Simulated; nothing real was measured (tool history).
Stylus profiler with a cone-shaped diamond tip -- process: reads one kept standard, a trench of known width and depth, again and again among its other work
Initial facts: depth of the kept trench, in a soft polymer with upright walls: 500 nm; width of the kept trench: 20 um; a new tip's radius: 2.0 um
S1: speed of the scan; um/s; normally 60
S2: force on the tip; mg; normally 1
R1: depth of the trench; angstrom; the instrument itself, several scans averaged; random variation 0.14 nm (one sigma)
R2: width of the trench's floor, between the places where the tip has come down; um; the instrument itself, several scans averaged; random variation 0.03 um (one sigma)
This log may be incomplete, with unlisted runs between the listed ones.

{"run": 1, "hour": 0.0, "S1": 60, "S2": 1, "R1": 5019.3, "R2": 16.94}
{"run": 2, "hour": 19.7, "S1": 60, "S2": 1, "R1": 5018.4, "R2": 16.92}
{"run": 3, "hour": 35.0, "S1": 60, "S2": 1, "R1": 5016.9, "R2": 16.95}
{"run": 4, "hour": 49.0, "S1": 60, "S2": 1, "R1": 5015.9, "R2": 16.86}
{"run": 5, "hour": 62.0, "S1": 60, "S2": 1, "R1": 5016.8, "R2": 16.85}
{"run": 6, "hour": 82.1, "S1": 50, "S2": 1, "R1": 5018.4, "R2": 16.95}
{"run": 7, "hour": 96.2, "S1": 60, "S2": 0.95, "R1": 5014.7, "R2": 16.88}
{"run": 8, "hour": 114.0, "S1": 152, "S2": 1, "R1": 5016.5, "R2": 16.32}
{"run": 9, "hour": 125.1, "S1": 60, "S2": 0.8, "R1": 5013.5, "R2": 16.81}
{"run": 10, "hour": 133.6, "S1": 60, "S2": 0.8, "R1": 5014.3, "R2": 16.76}
{"run": 11, "hour": 152.9, "S1": 231, "S2": 1, "R1": 5016.7, "R2": 15.96}
{"run": 12, "hour": 162.7, "S1": 231, "S2": 1, "R1": 5017.8, "R2": 15.92}
{"run": 13, "hour": 173.2, "S1": 60, "S2": 1, "R1": 5015.1, "R2": 16.8}
{"run": 14, "hour": 192.3, "S1": 60, "S2": 1, "R1": 5016.3, "R2": 16.84}
{"run": 15, "hour": 202.7, "S1": 60, "S2": 2.73, "R1": 5031.4, "R2": 16.96}
{"run": 16, "hour": 212.4, "S1": 60, "S2": 2.73, "R1": 5030.1, "R2": 16.91}
{"run": 17, "hour": 232.1, "S1": 60, "S2": 1, "R1": 5015.7, "R2": 16.78}
{"run": 18, "hour": 250.9, "S1": 60, "S2": 1.26, "R1": 5016, "R2": 16.82}
{"run": 19, "hour": 269.5, "S1": 60, "S2": 1, "R1": 5014.8, "R2": 16.74}
{"run": 20, "hour": 278.2, "S1": 118, "S2": 0.36, "R1": 5004.4, "R2": 15.97}
{"run": 21, "hour": 298.1, "S1": 115, "S2": 1.2, "R1": 5016.1, "R2": 16.5}
{"run": 22, "hour": 317.8, "S1": 115, "S2": 0.34, "R1": 5000.5, "R2": 16.01}
{"run": 23, "hour": 330.2, "S1": 115, "S2": 0.34, "R1": 5001.1, "R2": 16}
{"run": 24, "hour": 350.1, "S1": 60, "S2": 2.62, "R1": 5031.9, "R2": 16.81}
{"run": 25, "hour": 369.9, "S1": 92, "S2": 1, "R1": 5009.6, "R2": 16.53}
{"run": 26, "hour": 387.6, "S1": 122, "S2": 1, "R1": 5013.6, "R2": 16.4}
{"run": 27, "hour": 406.2, "S1": 22, "S2": 2.03, "R1": 5021, "R2": 16.91}
{"run": 28, "hour": 419.1, "S1": 60, "S2": 0.95, "R1": 5009.4, "R2": 16.66}
{"run": 29, "hour": 432.0, "S1": 32, "S2": 2.02, "R1": 5021.3, "R2": 16.84}
{"run": 30, "hour": 449.0, "S1": 24, "S2": 1.5, "R1": 5015.1, "R2": 16.89}
{"run": 31, "hour": 464.7, "S1": 47, "S2": 2.51, "R1": 5030.8, "R2": 16.83}
{"run": 32, "hour": 483.8, "S1": 76, "S2": 1.1, "R1": 5010.1, "R2": 16.59}
{"run": 33, "hour": 495.1, "S1": 20, "S2": 0.88, "R1": 5011.3, "R2": 16.83}
{"run": 34, "hour": 505.1, "S1": 44, "S2": 1.57, "R1": 5016.6, "R2": 16.71}
{"run": 35, "hour": 524.6, "S1": 34, "S2": 0.63, "R1": 5007.3, "R2": 16.71}
{"run": 36, "hour": 541.3, "S1": 26, "S2": 0.4, "R1": 4999.3, "R2": 16.69}
{"run": 37, "hour": 557.6, "S1": 190, "S2": 0.85, "R1": 5006.9, "R2": 15.78}

A few steps of R1 between consecutive runs. Split each: what settings, incoming material and random variation would produce without the hidden state, and what is left over for the hidden state, along with gauge scatter present in only one of the two compared results (measured, and without hidden state):
Hidden state present: radius of the tip, um; height scale over the true one, %; drift of the gauge itself on depth_nm, %; drift of the gauge itself on floor_um, %.
Run 1 -> 2: no setting touched and nothing written in the log between the runs. R1 -0.9 angstrom: hidden state -0.3, all else -0.6.
Run 6 -> 7: S1 50 -> 60, S2 1 -> 0.95. R1 -3.7 angstrom: hidden state -0.3, all else -3.4.
Run 7 -> 8: S1 60 -> 152, S2 0.95 -> 1. R1 +1.8 angstrom: hidden state -0.3, all else +2.1.
Run 23 -> 24: S1 115 -> 60, S2 0.34 -> 2.62. R1 +30.8 angstrom: hidden state -0.3, all else +31.1.
Run 24 -> 25: S1 60 -> 92, S2 2.62 -> 1. R1 -22.3 angstrom: hidden state -0.3, all else -22.
Run 31 -> 32: S1 47 -> 76, S2 2.51 -> 1.1. R1 -20.7 angstrom: hidden state -0.2, all else -20.5.

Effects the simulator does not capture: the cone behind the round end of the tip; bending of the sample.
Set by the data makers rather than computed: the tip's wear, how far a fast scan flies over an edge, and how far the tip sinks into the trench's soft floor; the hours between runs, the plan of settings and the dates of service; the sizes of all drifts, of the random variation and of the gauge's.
